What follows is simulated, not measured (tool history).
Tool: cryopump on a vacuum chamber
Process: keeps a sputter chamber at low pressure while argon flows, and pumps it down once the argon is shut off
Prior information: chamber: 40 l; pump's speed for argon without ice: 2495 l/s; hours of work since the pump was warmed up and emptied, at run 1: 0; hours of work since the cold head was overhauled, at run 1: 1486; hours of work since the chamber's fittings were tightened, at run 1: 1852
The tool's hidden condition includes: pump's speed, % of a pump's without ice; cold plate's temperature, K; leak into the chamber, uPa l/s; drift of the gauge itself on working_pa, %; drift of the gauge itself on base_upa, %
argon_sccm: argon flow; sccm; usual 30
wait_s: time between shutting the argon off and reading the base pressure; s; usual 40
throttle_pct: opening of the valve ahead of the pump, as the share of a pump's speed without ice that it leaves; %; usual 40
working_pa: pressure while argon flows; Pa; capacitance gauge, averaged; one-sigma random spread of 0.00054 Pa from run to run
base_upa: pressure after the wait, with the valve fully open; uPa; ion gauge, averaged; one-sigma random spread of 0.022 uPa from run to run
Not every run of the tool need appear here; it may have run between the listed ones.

run    hour  argon_sccm  wait_s  throttle_pct  hours of work since the pump was warmed up and emptied  hours of work since the cold head was overhauled  hours of work since the chamber's fittings were tightened  working_pa  base_upa
  1     0.0          30      40            40                                                       0                                              1486                                                       1852      0.0514      1.35
  2    81.1          30      40            40                                                      63                                              1549                                                       1915      0.0512      1.37
  3   129.0          30      40            40                                                     100                                              1586                                                       1952      0.0521      1.41
  4   210.0          30      40            40                                                     163                                              1649                                                       2014      0.0522      1.47
  5   294.5          30      40            40                                                     228                                              1714                                                       2080      0.0533      1.55
  6   355.5          30      40            40                                                     275                                              1762                                                       2127      0.0541      1.51
  7   430.4          30      40            40                                                     333                                              1820                                                       2185      0.0541      1.55
  8   518.9          50      40            40                                                     402                                              1888                                                       2254      0.0900      1.64
  9   564.4          21      40            40                                                     437                                              1923                                                       2289      0.0386      1.65
 10   639.8          30      40            20                                                     495                                              1982                                                       2347      0.1053      1.65
 11   701.0          30      40            20                                                     543                                              2029                                                       2395      0.1069      1.77
 12   786.2          30      40            24                                                     609                                              2095                                                       2460      0.0895      1.76
 13   858.2          30      40            40                                                     664                                              2151                                                       2516      0.0577      1.84
 14   909.2          30      40            40                                                     704                                              2190                                                       2556      0.0574      1.94
      921.8  -- pump warmed up, emptied and cooled again
 15   981.4          30      40            40                                                      46                                              2242                                                       2608      0.0522      1.64
 16  1037.1          30      40            40                                                      89                                              2285                                                       2651      0.0524      1.69
 17  1073.7          54      40            21                                                     118                                              2314                                                       2679      0.1768      1.64
 18  1131.4          54      40            21                                                     162                                              2358                                                       2724      0.1760      1.72
 19  1187.7          14     229            29                                                     206                                              2402                                                       2767      0.0341      1.35
 20  1252.2          14     229            29                                                     256                                              2452                                                       2817      0.0338      1.38
 21  1327.4          43      40            41                                                     314                                              2510                                                       2876      0.0758      1.85
 22  1395.0          12     213            33                                                     366                                              2562                                                       2928      0.0258      1.50
 23  1439.4          33      40            15                                                     401                                              2597                                                       2962      0.1527      1.90
 24  1510.2          33      40            15                                                     455                                              2652                                                       3017      0.1539      1.97
 25  1586.1          15      24            37                                                     514                                              2710                                                       3076      0.0306      2.49
 26  1637.1          15      24            37                                                     554                                              2750                                                       3115      0.0300      2.46

What does the tool deliver on the next run?
 27  1702.5          30     211            26                                                     604                                              2800                                                       3166           ?         ?

Run 27 produced working_pa 0.0845 Pa, base_upa 1.73 uPa.
Had the tool carried no hidden state, the very same run would have given working_pa 0.0789 Pa, base_upa 0.21 uPa.

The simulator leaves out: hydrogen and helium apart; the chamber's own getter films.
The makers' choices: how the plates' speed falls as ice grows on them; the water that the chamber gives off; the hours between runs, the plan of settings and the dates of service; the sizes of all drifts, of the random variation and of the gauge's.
